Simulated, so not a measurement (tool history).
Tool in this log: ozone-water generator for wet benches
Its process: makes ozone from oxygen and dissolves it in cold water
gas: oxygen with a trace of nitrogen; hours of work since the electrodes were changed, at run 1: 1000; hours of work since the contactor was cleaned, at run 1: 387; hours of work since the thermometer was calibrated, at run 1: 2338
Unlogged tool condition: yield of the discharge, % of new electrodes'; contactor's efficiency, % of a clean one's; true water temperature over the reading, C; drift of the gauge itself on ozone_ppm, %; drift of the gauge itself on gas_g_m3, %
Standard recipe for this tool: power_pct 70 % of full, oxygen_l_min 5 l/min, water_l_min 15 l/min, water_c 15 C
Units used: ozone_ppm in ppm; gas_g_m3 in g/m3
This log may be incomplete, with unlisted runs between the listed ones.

run	day	power_pct	oxygen_l_min	water_l_min	water_c	hours of work since the electrodes were changed	hours of work since the contactor was cleaned	hours of work since the thermometer was calibrated	ozone_ppm	gas_g_m3
1	0	70	5	15	15	1000	387	2338	40	279.6
2	1.804	70	5	15	15	1038	425	2376	40.1	277.4
3	3.571	70	5	15	15	1075	462	2414	40.1	279.9
4	5.8	70	5	15	15	1123	509	2461	39.9	279.5
5	7.742	70	5	15	15	1164	550	2502	40.3	280
6	9.542	70	5	15	15	1202	588	2540	40.1	282.3
7	10.683	70	5	20	15	1226	612	2564	31.9	281.1
8	11.675	70	5	20	15	1247	633	2585	32.2	279.5
9	13.854	70	5	20	15	1293	679	2631	32.5	280.3
10	15.933	70	5	20	15	1337	723	2675	32.4	283.8
11	17.192	70	5	20	15	1363	750	2701	32.4	279.6
12	19.317	70	5	20	15	1408	795	2746	32.1	282.7
13	20.804	70	5	20	15	1440	826	2778	31.9	281.5
14	22.829	70	5	20	15	1483	869	2821	32.3	282.1
15	24.033	70	5	15	15	1508	895	2846	40.1	284.8
16	25.625	70	5	15	15	1542	928	2880	40.2	286.1
17	27.092	70	5	15	15	1573	959	2911	40.3	283.9
18	28.754	41	2.76	15	15	1608	994	2946	31.8	319.9
19	30.158	41	2.76	15	15	1638	1024	2976	31.9	321
20	31.775	41	2.76	15	15	1672	1058	3010	31.9	317.4
# day 32.712: gauge calibrated
21	33	70	4.23	15	15	1698	1084	3036	41.2	311
22	34.862	92	6.59	14	22	1737	1124	3075	40.3	269.4
23	36.462	70	8.24	20	7	1771	1157	3109	33.8	198
24	38.338	70	8.24	10	7	1810	1197	3148	52.8	199.4
25	39.575	70	5.33	15	15	1837	1223	3175	39.6	267.5
26	41.454	70	2.68	14	20	1876	1263	3214	42.9	425.2
27	42.788	70	4.74	13	20	1904	1291	3242	40.8	291.4
28	45.042	91	4.43	13	20	1952	1339	3290	48.3	350.9
29	46.662	44	4.43	13	8	1986	1373	3324	39.8	236.4
30	48.883	91	4.43	14	14	2033	1420	3371	50.4	348
31	50.392	91	4.43	14	14	2065	1452	3403	50.1	353.1
32	52.008	65	4.43	21	14	2099	1486	3437	29.8	294.2
33	54.188	73	4.55	16	21	2146	1532	3484	36.2	308.8

Below are 3 alternative next runs, each starting from the tool's condition after run 33. Predict each:
A	56.3	83	7.97	17	21	2190	1577	3528	?	?
B	56.3	42	4.55	16	21	2190	1577	3528	?	?
C	56.3	54	5	21	13	2190	1577	3528	?	?

run	ozone_ppm	gas_g_m3
A	32.7	227.4
B	27.1	230
C	27.7	249.3
What these runs would have given with no unlogged condition in the tool:
run	ozone_ppm	gas_g_m3
A	32.7	223
B	27.1	225.4
C	27.8	244.4
